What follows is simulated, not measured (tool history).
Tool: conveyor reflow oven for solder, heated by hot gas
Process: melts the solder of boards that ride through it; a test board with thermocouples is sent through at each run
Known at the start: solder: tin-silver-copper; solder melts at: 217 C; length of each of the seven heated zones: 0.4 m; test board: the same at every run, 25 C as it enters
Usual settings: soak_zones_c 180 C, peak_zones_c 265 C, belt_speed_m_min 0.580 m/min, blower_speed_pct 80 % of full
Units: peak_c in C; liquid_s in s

run 1 hour=0.0 | soak_zones_c=180 peak_zones_c=265 belt_speed_m_min=0.580 blower_speed_pct=80 | peak_c=253.2 liquid_s=65.8
run 2 hour=22.0 | soak_zones_c=180 peak_zones_c=265 belt_speed_m_min=0.580 blower_speed_pct=51 | peak_c=247.9 liquid_s=59.8
run 3 hour=49.8 | soak_zones_c=180 peak_zones_c=265 belt_speed_m_min=0.580 blower_speed_pct=80 | peak_c=252.8 liquid_s=65.7
run 4 hour=79.0 | soak_zones_c=180 peak_zones_c=265 belt_speed_m_min=0.580 blower_speed_pct=80 | peak_c=252.8 liquid_s=65.7
run 5 hour=94.5 | soak_zones_c=177 peak_zones_c=265 belt_speed_m_min=0.580 blower_speed_pct=80 | peak_c=252.7 liquid_s=64.0
run 6 hour=123.0 | soak_zones_c=180 peak_zones_c=265 belt_speed_m_min=0.580 blower_speed_pct=65 | peak_c=250.6 liquid_s=63.2
run 7 hour=144.8 | soak_zones_c=180 peak_zones_c=265 belt_speed_m_min=0.580 blower_speed_pct=58 | peak_c=249.2 liquid_s=61.8
run 8 hour=174.2 | soak_zones_c=180 peak_zones_c=265 belt_speed_m_min=0.580 blower_speed_pct=58 | peak_c=249.4 liquid_s=61.7
run 9 hour=188.6 | soak_zones_c=180 peak_zones_c=265 belt_speed_m_min=0.580 blower_speed_pct=58 | peak_c=249.3 liquid_s=61.6
run 10 hour=217.3 | soak_zones_c=191 peak_zones_c=265 belt_speed_m_min=0.580 blower_speed_pct=58 | peak_c=251.4 liquid_s=68.6
run 11 hour=229.7 | soak_zones_c=180 peak_zones_c=265 belt_speed_m_min=0.580 blower_speed_pct=80 | peak_c=252.8 liquid_s=65.6
run 12 hour=248.7 | soak_zones_c=180 peak_zones_c=265 belt_speed_m_min=0.580 blower_speed_pct=80 | peak_c=252.8 liquid_s=65.6
run 13 hour=266.9 | soak_zones_c=178 peak_zones_c=265 belt_speed_m_min=0.580 blower_speed_pct=80 | peak_c=252.3 liquid_s=64.6
run 14 hour=289.0 | soak_zones_c=180 peak_zones_c=265 belt_speed_m_min=0.580 blower_speed_pct=80 | peak_c=252.7 liquid_s=65.6
run 15 hour=310.3 | soak_zones_c=180 peak_zones_c=265 belt_speed_m_min=0.580 blower_speed_pct=80 | peak_c=252.7 liquid_s=65.6
run 16 hour=330.3 | soak_zones_c=191 peak_zones_c=277 belt_speed_m_min=0.564 blower_speed_pct=74 | peak_c=264.9 liquid_s=79.4
run 17 hour=358.4 | soak_zones_c=169 peak_zones_c=267 belt_speed_m_min=0.629 blower_speed_pct=85 | peak_c=251.2 liquid_s=54.9
run 18 hour=386.2 | soak_zones_c=180 peak_zones_c=265 belt_speed_m_min=0.580 blower_speed_pct=71 | peak_c=251.8 liquid_s=64.3
run 19 hour=400.4 | soak_zones_c=182 peak_zones_c=265 belt_speed_m_min=0.580 blower_speed_pct=80 | peak_c=253.0 liquid_s=66.5
run 20 hour=420.9 | soak_zones_c=182 peak_zones_c=265 belt_speed_m_min=0.463 blower_speed_pct=53 | peak_c=254.9 liquid_s=85.5
run 21 hour=445.7 | soak_zones_c=182 peak_zones_c=265 belt_speed_m_min=0.463 blower_speed_pct=53 | peak_c=254.7 liquid_s=85.6
run 22 hour=471.7 | soak_zones_c=182 peak_zones_c=265 belt_speed_m_min=0.517 blower_speed_pct=71 | peak_c=254.6 liquid_s=76.6
run 23 hour=488.1 | soak_zones_c=180 peak_zones_c=267 belt_speed_m_min=0.631 blower_speed_pct=80 | peak_c=252.1 liquid_s=59.0
run 24 hour=513.3 | soak_zones_c=172 peak_zones_c=267 belt_speed_m_min=0.631 blower_speed_pct=50 | peak_c=244.5 liquid_s=47.9
run 25 hour=542.1 | soak_zones_c=172 peak_zones_c=273 belt_speed_m_min=0.675 blower_speed_pct=63 | peak_c=250.1 liquid_s=49.7
run 26 hour=555.2 | soak_zones_c=186 peak_zones_c=264 belt_speed_m_min=0.496 blower_speed_pct=66 | peak_c=254.6 liquid_s=81.7
run 27 hour=571.9 | soak_zones_c=186 peak_zones_c=264 belt_speed_m_min=0.496 blower_speed_pct=66 | peak_c=254.7 liquid_s=81.9
run 28 hour=590.6 | soak_zones_c=180 peak_zones_c=265 belt_speed_m_min=0.682 blower_speed_pct=80 | peak_c=248.2 liquid_s=51.1
run 29 hour=617.0 | soak_zones_c=180 peak_zones_c=265 belt_speed_m_min=0.682 blower_speed_pct=80 | peak_c=248.2 liquid_s=51.3
run 30 hour=631.6 | soak_zones_c=180 peak_zones_c=265 belt_speed_m_min=0.682 blower_speed_pct=80 | peak_c=248.2 liquid_s=51.2

Taken out of this log: 1 entry between the listed runs. Where each belongs, and how the hidden state differs across it:
Between runs 6 and 7: thermocouples of zones 6 and 7 changed (hour 127.0)
  true gas temperature in zones 6 and 7 over the reading, C: 0.12 -> -0.01
